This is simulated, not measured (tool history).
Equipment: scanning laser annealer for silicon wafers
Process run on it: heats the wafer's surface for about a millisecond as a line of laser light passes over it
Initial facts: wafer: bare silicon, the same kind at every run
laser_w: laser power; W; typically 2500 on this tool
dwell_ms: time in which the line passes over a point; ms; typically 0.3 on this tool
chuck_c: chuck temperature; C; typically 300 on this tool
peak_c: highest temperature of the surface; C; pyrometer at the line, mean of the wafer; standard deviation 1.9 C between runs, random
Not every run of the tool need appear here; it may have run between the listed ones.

| run | hour | laser_w | dwell_ms | chuck_c | peak_c |
|---|---|---|---|---|---|
| 1 | 0 | 2500 | 0.3 | 300 | 1059 |
| 2 | 27.3 | 2500 | 0.3 | 300 | 1061 |
| 3 | 54.4 | 2653 | 0.3 | 300 | 1115 |
| 4 | 69.9 | 2500 | 0.334 | 300 | 1106 |
| 5 | 82.1 | 2500 | 0.334 | 300 | 1108 |
| 6 | 101.5 | 2500 | 0.334 | 300 | 1105 |
| 7 | 114.1 | 2500 | 0.334 | 300 | 1106 |
|  | 117.9 | window over the wafer cleaned |
| 8 | 135.9 | 2500 | 0.334 | 300 | 1097 |
| 9 | 149.8 | 2500 | 0.3 | 287 | 1034 |
| 10 | 172.8 | 2500 | 0.3 | 287 | 1035 |
|  | 182.3 | window over the wafer cleaned, once more |
| 11 | 192 | 2500 | 0.3 | 287 | 1062 |
|  | 199.1 | optics aligned, line set to its width |
| 12 | 213.9 | 2500 | 0.3 | 317 | 1116 |
| 13 | 239.5 | 2500 | 0.3 | 289 | 1088 |
| 14 | 266.2 | 2500 | 0.3 | 289 | 1087 |
| 15 | 277.9 | 2295 | 0.267 | 311 | 980 |
| 16 | 291.9 | 2295 | 0.267 | 311 | 978 |
| 17 | 312.9 | 2500 | 0.275 | 284 | 1036 |
| 18 | 331.5 | 2343 | 0.229 | 308 | 931 |
| 19 | 345.3 | 2435 | 0.319 | 300 | 1100 |
| 20 | 369 | 2478 | 0.29 | 317 | 1083 |
| 21 | 381.3 | 2478 | 0.29 | 317 | 1086 |
| 22 | 394.1 | 2478 | 0.29 | 317 | 1085 |
| 23 | 409.6 | 2627 | 0.308 | 321 | 1171 |
| 24 | 427.7 | 2518 | 0.32 | 321 | 1147 |
| 25 | 443.2 | 2518 | 0.32 | 321 | 1148 |
| 26 | 458.2 | 2518 | 0.32 | 321 | 1148 |
| 27 | 476 | 2538 | 0.3 | 308 | 1113 |

3 ways to go on from here, each from the tool as it stands after run 27. What would each give?
| A | 496.6 | 2654 | 0.26 | 330 | ? |
| B | 496.6 | 2743 | 0.3 | 300 | ? |
| C | 496.6 | 2240 | 0.3 | 300 | ? |

| run | peak_c |
|---|---|
| A | 1113 |
| B | 1182 |
| C | 990 |
What these runs would have given with no unlogged condition in the tool:
| run | peak_c |
|---|---|
| A | 1121 |
| B | 1191 |
| C | 997 |
